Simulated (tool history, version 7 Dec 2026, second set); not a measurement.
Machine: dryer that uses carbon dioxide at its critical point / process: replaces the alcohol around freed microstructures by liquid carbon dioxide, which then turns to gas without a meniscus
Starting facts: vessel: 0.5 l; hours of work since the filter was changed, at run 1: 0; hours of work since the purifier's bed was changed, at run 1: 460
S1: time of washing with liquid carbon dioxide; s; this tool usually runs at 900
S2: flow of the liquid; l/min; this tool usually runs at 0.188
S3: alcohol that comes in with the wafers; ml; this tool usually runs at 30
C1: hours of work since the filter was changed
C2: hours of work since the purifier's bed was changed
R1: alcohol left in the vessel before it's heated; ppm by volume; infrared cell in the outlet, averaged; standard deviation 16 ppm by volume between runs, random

run   hour    S1     S2   S3   C1   C2    R1
  1      0   900  0.188   30    0  460  1082
  2   25.1   600  0.188   30   13  473  3980
  3   53.2   600  0.188   30   28  488  4136
  4   79.7   900  0.138   30   42  502  3058
  5  108.7   900  0.138   30   58  518  2901
  6  144.4   900  0.138   30   77  537  3112
  7  180.7   900  0.138   30   96  556  3090
  8    220   900  0.138   30  117  577  3127
  9  255.4   900  0.138   30  136  596  3147
 10  272.1   900  0.297   30  145  605   220
 11  293.4  1200  0.297  111  156  616   164
 12  313.4  1200  0.297  111  167  627   171
 13  334.6   720  0.126   31  178  638  7416
 14  353.9  1380  0.285   60  188  648   123
 15  385.3   960  0.188   59  205  665  1943
 16  402.2   900  0.166   30  214  674  1946
 17  419.2  1020  0.211   80  223  683  1267
 18  450.3  1020  0.126   73  240  699  7293

The logged runs with the hidden state left out (each run's random variation unchanged):
Unlogged tool condition in this case: flow that reaches the vessel past the clogged filter, %; alcohol in the recycled carbon dioxide, ppm; drift of the gauge itself on alcohol_ppm, %.
run    R1
  1   997
  2  3841
  3  3956
  4  2868
  5  2690
  6  2849
  7  2795
  8  2790
  9  2769
 10   107
 11    53
 12    57
 13  6665
 14    22
 15  1498
 16  1542
 17   892
 18  6024
